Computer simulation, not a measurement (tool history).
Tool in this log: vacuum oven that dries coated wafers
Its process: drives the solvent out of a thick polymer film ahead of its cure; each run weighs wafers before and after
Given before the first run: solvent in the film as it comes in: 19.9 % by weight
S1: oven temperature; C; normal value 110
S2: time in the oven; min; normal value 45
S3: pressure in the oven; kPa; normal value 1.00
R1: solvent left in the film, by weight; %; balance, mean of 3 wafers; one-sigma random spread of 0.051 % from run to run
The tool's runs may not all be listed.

run 1 day=0.000 | S1=110 S2=45 S3=1.00 | R1=1.44
run 2 day=0.538 | S1=110 S2=32 S3=1.00 | R1=2.53
run 3 day=1.454 | S1=110 S2=32 S3=1.00 | R1=2.51
run 4 day=2.054 | S1=110 S2=32 S3=2.26 | R1=3.19
run 5 day=2.592 | S1=110 S2=32 S3=2.26 | R1=3.23
run 6 day=3.392 | S1=110 S2=45 S3=1.00 | R1=1.52
run 7 day=4.492 | S1=115 S2=45 S3=1.00 | R1=0.97
run 8 day=5.342 | S1=101 S2=45 S3=1.00 | R1=3.04
run 9 day=6.500 | S1=124 S2=45 S3=1.00 | R1=0.43
run 10 day=7.475 | S1=110 S2=46 S3=1.00 | R1=1.46
run 11 day=8.646 | S1=110 S2=46 S3=0.69 | R1=1.21
run 12 day=9.221 | S1=110 S2=46 S3=0.69 | R1=1.26
run 13 day=10.154 | S1=110 S2=61 S3=1.00 | R1=0.99
run 14 day=11.325 | S1=110 S2=45 S3=1.00 | R1=1.55
run 15 day=12.379 | S1=110 S2=45 S3=1.00 | R1=1.45
run 16 day=13.254 | S1=110 S2=45 S3=1.00 | R1=1.52
run 17 day=14.208 | S1=110 S2=45 S3=1.00 | R1=1.59
run 18 day=15.312 | S1=110 S2=45 S3=0.68 | R1=1.43
run 19 day=16.300 | S1=110 S2=45 S3=1.00 | R1=1.49
run 20 day=17.292 | S1=110 S2=45 S3=1.00 | R1=1.63
run 21 day=18.496 | S1=110 S2=45 S3=1.00 | R1=1.56
run 22 day=19.117 | S1=110 S2=45 S3=1.00 | R1=1.57
run 23 day=20.121 | S1=110 S2=45 S3=1.00 | R1=1.51
run 24 day=21.012 | S1=110 S2=45 S3=1.00 | R1=1.50
run 25 day=22.017 | S1=110 S2=45 S3=1.39 | R1=1.77
run 26 day=22.917 | S1=110 S2=45 S3=1.39 | R1=1.78
run 27 day=23.746 | S1=98 S2=28 S3=0.93 | R1=6.31
run 28 day=24.658 | S1=110 S2=22 S3=0.65 | R1=4.32
run 29 day=25.521 | S1=110 S2=51 S3=1.09 | R1=1.50
run 30 day=26.267 | S1=113 S2=58 S3=3.04 | R1=2.04
run 31 day=27.225 | S1=113 S2=58 S3=3.04 | R1=2.12
run 32 day=27.788 | S1=97 S2=28 S3=1.51 | R1=6.94
run 33 day=28.300 | S1=97 S2=28 S3=1.51 | R1=6.92
run 34 day=29.300 | S1=123 S2=32 S3=1.00 | R1=0.92
run 35 day=29.867 | S1=110 S2=29 S3=1.00 | R1=2.98
run 36 day=30.458 | S1=110 S2=29 S3=1.00 | R1=2.83
run 37 day=31.121 | S1=100 S2=37 S3=2.15 | R1=4.98
run 38 day=32.075 | S1=100 S2=37 S3=2.15 | R1=4.97
run 39 day=33.208 | S1=110 S2=45 S3=2.06 | R1=1.91
run 40 day=34.221 | S1=110 S2=45 S3=1.43 | R1=1.65
run 41 day=35.342 | S1=98 S2=45 S3=3.31 | R1=5.39
run 42 day=36.208 | S1=103 S2=28 S3=1.44 | R1=4.88
run 43 day=37.371 | S1=103 S2=28 S3=1.44 | R1=4.80
run 44 day=37.996 | S1=103 S2=28 S3=1.44 | R1=4.84
run 45 day=38.696 | S1=103 S2=28 S3=1.44 | R1=4.80
run 46 day=39.304 | S1=124 S2=56 S3=1.44 | R1=0.61

Put back what was entered between runs (3 entries, withheld): which listed runs does each sit between, and how does the hidden state differ from the listed run before to the listed run after?
From run 25 to run 26: vacuum gauge cleaned of residue and calibrated (day 22.146)
  true wafer temperature over the reading, C: -1.61 -> -1.62; true pressure over the reading, kPa: 0.29 -> 0.4
  measured minus no-state result, R1: +0.37 -> +0.44 %
From run 31 to run 32: vacuum gauge cleaned of residue and calibrated, once more (day 27.383)
  true wafer temperature over the reading, C: -1.69 -> -1.7; true pressure over the reading, kPa: 0.425 -> -0.004
  measured minus no-state result, R1: +0.39 -> +0.50 %
From run 38 to run 39: oven's thermocouples calibrated (day 32.262)
  true wafer temperature over the reading, C: -1.78 -> -0.62; true pressure over the reading, kPa: 0.021 -> 0.028
  measured minus no-state result, R1: +0.50 -> +0.10 %
